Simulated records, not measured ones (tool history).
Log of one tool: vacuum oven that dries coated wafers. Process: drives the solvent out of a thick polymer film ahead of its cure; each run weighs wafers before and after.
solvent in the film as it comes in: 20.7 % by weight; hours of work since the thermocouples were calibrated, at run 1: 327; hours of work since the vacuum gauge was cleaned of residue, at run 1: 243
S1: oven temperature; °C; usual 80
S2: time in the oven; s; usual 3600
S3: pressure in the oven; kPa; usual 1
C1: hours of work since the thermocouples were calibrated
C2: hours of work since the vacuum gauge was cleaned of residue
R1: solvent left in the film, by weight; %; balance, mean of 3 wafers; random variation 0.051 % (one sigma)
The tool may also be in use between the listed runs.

{"run": 1, "hour": 0.0, "S1": 80, "S2": 3600, "S3": 1, "C1": 327, "C2": 243, "R1": 1.3}
{"run": 2, "hour": 14.7, "S1": 80, "S2": 3600, "S3": 1, "C1": 337, "C2": 254, "R1": 1.21}
{"run": 3, "hour": 28.1, "S1": 80, "S2": 3600, "S3": 1, "C1": 347, "C2": 264, "R1": 1.19}
{"run": 4, "hour": 35.2, "S1": 80, "S2": 3600, "S3": 3.54, "C1": 352, "C2": 269, "R1": 2.65}
{"run": 5, "hour": 46.5, "S1": 82, "S2": 3600, "S3": 1, "C1": 361, "C2": 277, "R1": 0.97}
{"run": 6, "hour": 63.8, "S1": 82, "S2": 3600, "S3": 1, "C1": 373, "C2": 290, "R1": 1}
{"run": 7, "hour": 70.9, "S1": 82, "S2": 3600, "S3": 1, "C1": 378, "C2": 295, "R1": 0.89}
{"run": 8, "hour": 83.6, "S1": 80, "S2": 3600, "S3": 1, "C1": 387, "C2": 304, "R1": 1.24}
{"run": 9, "hour": 91.2, "S1": 80, "S2": 3600, "S3": 1, "C1": 393, "C2": 310, "R1": 1.17}
{"run": 10, "hour": 99.1, "S1": 80, "S2": 3600, "S3": 1, "C1": 399, "C2": 315, "R1": 1.17}
{"run": 11, "hour": 112.6, "S1": 80, "S2": 3600, "S3": 1, "C1": 408, "C2": 325, "R1": 1.25}
{"run": 12, "hour": 125.9, "S1": 80, "S2": 3600, "S3": 1, "C1": 418, "C2": 335, "R1": 1.2}
{"run": 13, "hour": 137.0, "S1": 80, "S2": 3600, "S3": 1, "C1": 426, "C2": 343, "R1": 1.21}
{"run": 14, "hour": 145.8, "S1": 80, "S2": 3600, "S3": 1, "C1": 433, "C2": 349, "R1": 1.3}
{"run": 15, "hour": 160.5, "S1": 80, "S2": 3600, "S3": 1, "C1": 443, "C2": 360, "R1": 1.23}
{"run": 16, "hour": 175.3, "S1": 91, "S2": 3600, "S3": 1, "C1": 454, "C2": 371, "R1": 0.39}
{"run": 17, "hour": 184.0, "S1": 80, "S2": 3600, "S3": 0.94, "C1": 460, "C2": 377, "R1": 1.15}
{"run": 18, "hour": 197.1, "S1": 80, "S2": 3600, "S3": 0.94, "C1": 470, "C2": 386, "R1": 1.1}
{"run": 19, "hour": 205.7, "S1": 80, "S2": 3600, "S3": 0.94, "C1": 476, "C2": 393, "R1": 1.14}
{"run": 20, "hour": 213.1, "S1": 80, "S2": 2340, "S3": 1, "C1": 481, "C2": 398, "R1": 2.59}
{"run": 21, "hour": 224.4, "S1": 80, "S2": 2340, "S3": 2.07, "C1": 490, "C2": 406, "R1": 2.99}
{"run": 22, "hour": 240.2, "S1": 80, "S2": 2340, "S3": 2.07, "C1": 501, "C2": 418, "R1": 3.1}
{"run": 23, "hour": 249.5, "S1": 87, "S2": 3600, "S3": 1, "C1": 508, "C2": 425, "R1": 0.65}
{"run": 24, "hour": 265.7, "S1": 87, "S2": 3600, "S3": 2.87, "C1": 520, "C2": 436, "R1": 1.36}
{"run": 25, "hour": 275.8, "S1": 85, "S2": 4560, "S3": 1, "C1": 527, "C2": 444, "R1": 0.46}
{"run": 26, "hour": 288.1, "S1": 85, "S2": 4560, "S3": 1, "C1": 536, "C2": 453, "R1": 0.51}
{"run": 27, "hour": 304.3, "S1": 85, "S2": 4560, "S3": 1, "C1": 548, "C2": 464, "R1": 0.48}
{"run": 28, "hour": 315.7, "S1": 78, "S2": 4800, "S3": 2.64, "C1": 556, "C2": 473, "R1": 1.94}
{"run": 29, "hour": 331.4, "S1": 93, "S2": 4500, "S3": 0.74, "C1": 567, "C2": 484, "R1": 0.36}
{"run": 30, "hour": 346.4, "S1": 94, "S2": 3600, "S3": 0.85, "C1": 578, "C2": 495, "R1": 0.25}
{"run": 31, "hour": 362.9, "S1": 94, "S2": 3600, "S3": 0.68, "C1": 590, "C2": 507, "R1": 0.27}
{"run": 32, "hour": 374.7, "S1": 71, "S2": 2880, "S3": 3.42, "C1": 599, "C2": 515, "R1": 5.45}
{"run": 33, "hour": 383.4, "S1": 65, "S2": 1980, "S3": 0.62, "C1": 605, "C2": 522, "R1": 7.79}
{"run": 34, "hour": 391.8, "S1": 65, "S2": 3240, "S3": 0.62, "C1": 611, "C2": 528, "R1": 4.81}
{"run": 35, "hour": 400.2, "S1": 67, "S2": 2400, "S3": 1.45, "C1": 617, "C2": 534, "R1": 6.39}
{"hour": 412.2, "done": "oven's thermocouples calibrated"}
{"run": 36, "hour": 416.0, "S1": 85, "S2": 4680, "S3": 1.45, "C1": 3, "C2": 544, "R1": 0.73}
{"run": 37, "hour": 423.7, "S1": 92, "S2": 3300, "S3": 1, "C1": 8, "C2": 550, "R1": 0.48}
{"run": 38, "hour": 435.6, "S1": 92, "S2": 2460, "S3": 1.03, "C1": 17, "C2": 558, "R1": 0.77}
{"run": 39, "hour": 452.4, "S1": 84, "S2": 3600, "S3": 1, "C1": 29, "C2": 570, "R1": 0.87}
{"run": 40, "hour": 460.4, "S1": 84, "S2": 3600, "S3": 1, "C1": 35, "C2": 576, "R1": 0.8}
{"run": 41, "hour": 469.5, "S1": 84, "S2": 3600, "S3": 1, "C1": 42, "C2": 583, "R1": 0.79}
{"run": 42, "hour": 480.7, "S1": 78, "S2": 2040, "S3": 2.53, "C1": 50, "C2": 591, "R1": 4.5}
{"run": 43, "hour": 493.1, "S1": 70, "S2": 2220, "S3": 0.72, "C1": 59, "C2": 600, "R1": 5.5}
{"run": 44, "hour": 504.0, "S1": 84, "S2": 5280, "S3": 1.65, "C1": 67, "C2": 608, "R1": 0.77}

Run 45 comes next. What will it give?
{"run": 45, "hour": 511.1, "S1": 78, "S2": 3600, "S3": 2.45, "C1": 72, "C2": 613, "R1": "?"}

R1: 2.29 %
Without the tool's hidden state the same run would have given R1 2.28 %.
